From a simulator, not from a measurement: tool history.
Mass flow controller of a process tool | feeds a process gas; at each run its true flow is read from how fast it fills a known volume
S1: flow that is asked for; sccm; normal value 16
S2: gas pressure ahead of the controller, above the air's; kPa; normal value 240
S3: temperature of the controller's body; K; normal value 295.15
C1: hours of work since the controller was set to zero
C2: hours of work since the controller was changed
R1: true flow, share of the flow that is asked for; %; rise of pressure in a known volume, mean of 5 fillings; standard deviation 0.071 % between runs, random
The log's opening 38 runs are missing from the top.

run 39 hour=2758.2 | S1=4 S2=144 S3=307.15 | C1=5156 C2=5156 | R1=99.22
run 40 hour=2835.5 | S1=4 S2=144 S3=307.15 | C1=5184 C2=5184 | R1=99.18
run 41 hour=2909.6 | S1=4 S2=144 S3=307.15 | C1=5211 C2=5211 | R1=99.12
run 42 hour=2962 | S1=4 S2=144 S3=307.15 | C1=5230 C2=5230 | R1=99.01
run 43 hour=3010 | S1=8 S2=157 S3=312.15 | C1=5247 C2=5247 | R1=98
run 44 hour=3107.4 | S1=8 S2=157 S3=312.15 | C1=5283 C2=5283 | R1=97.98
run 45 hour=3171.3 | S1=9 S2=257 S3=312.15 | C1=5306 C2=5306 | R1=98.11
run 46 hour=3242.3 | S1=16 S2=240 S3=312.15 | C1=5332 C2=5332 | R1=98.18
run 47 hour=3327.7 | S1=11 S2=207 S3=295.15 | C1=5363 C2=5363 | R1=97.15
run 48 hour=3418.6 | S1=16 S2=207 S3=295.15 | C1=5396 C2=5396 | R1=97.31
run 49 hour=3463.6 | S1=3 S2=141 S3=300.15 | C1=5412 C2=5412 | R1=100
run 50 hour=3512.7 | S1=3 S2=141 S3=300.15 | C1=5430 C2=5430 | R1=99.9

What if the next run were any one of these 3? Each begins from the tool's condition after run 50:
run A hour=3571.9 | S1=3 S2=147 S3=300.15 | C1=5451 C2=5451 | R1=?
run B hour=3571.9 | S1=16 S2=240 S3=295.15 | C1=5451 C2=5451 | R1=?
run C hour=3571.9 | S1=16 S2=247 S3=295.15 | C1=5451 C2=5451 | R1=?

run=A R1=100.1
run=B R1=97.55
run=C R1=97.41
Had the tool no hidden state, the same runs would have come out as:
run=A R1=98.07
run=B R1=99.68
run=C R1=99.52
